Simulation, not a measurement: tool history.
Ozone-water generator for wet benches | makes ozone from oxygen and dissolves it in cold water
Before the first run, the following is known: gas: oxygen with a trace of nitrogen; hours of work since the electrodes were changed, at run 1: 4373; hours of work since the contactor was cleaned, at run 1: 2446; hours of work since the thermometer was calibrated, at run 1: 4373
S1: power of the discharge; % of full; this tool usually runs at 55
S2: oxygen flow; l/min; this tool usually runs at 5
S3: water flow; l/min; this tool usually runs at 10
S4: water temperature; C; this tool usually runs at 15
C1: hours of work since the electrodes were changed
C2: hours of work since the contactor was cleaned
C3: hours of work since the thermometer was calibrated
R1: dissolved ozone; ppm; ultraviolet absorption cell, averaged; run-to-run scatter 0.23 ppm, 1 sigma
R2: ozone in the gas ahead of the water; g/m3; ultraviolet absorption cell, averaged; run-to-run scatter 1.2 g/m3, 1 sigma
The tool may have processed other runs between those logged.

run,hour,S1,S2,S3,S4,C1,C2,C3,R1,R2
1,0,55,5,10,15,4373,2446,4373,27.2,186.9
2,163.8,55,5,10,15,4496,2568,4496,27.3,187.8
3,321.9,55,5,10,15,4614,2687,4614,26.8,185.8
4,544.4,88,5,10,15,4781,2853,4781,33.1,230.5
5,778.9,88,5,10,15,4957,3029,4957,32.6,225.5
6,917.6,88,5,10,15,5061,3133,5061,32.4,225.1
7,1016.2,88,5,10,15,5134,3207,5134,32.8,223
8,1240.4,88,5,10,15,5302,3375,5302,31.9,221.2
# hour 1274.9: water thermometer calibrated
# hour 1313.6: electrodes of the discharge changed
# hour 1460.5: contactor cleaned
9,1460.8,88,5,10,15,107,0,132,44.3,285.3
10,1612.2,88,5,10,15,221,114,245,44.1,287.4
11,1807.1,88,5,10,15,367,260,391,43.9,284.5
12,2001.9,55,5,11,15,512,405,537,31.1,215.7
13,2149.5,73,5,11,15,623,516,647,36.1,250.4
14,2370.2,55,5,10,15,788,681,813,33,213.4
15,2540.9,55,5,10,15,916,809,941,32.6,212.3
16,2718.6,55,5,10,15,1049,942,1074,32.3,210.1
17,2838.6,55,2.95,9,15,1139,1032,1164,36.1,282.4
18,2948.4,78,5,10,9,1221,1114,1246,43,253.4
19,3139,78,5,10,9,1364,1257,1388,42.7,250

Run 20 comes next. What will it give?
20,3317.3,41,5,10,21,1498,1391,1522,?,?

R1: 23.8 ppm
R2: 176.6 g/m3
On a tool with no hidden condition, and with the same random variation, this run would have come out at R1 26 ppm, R2 186 g/m3.
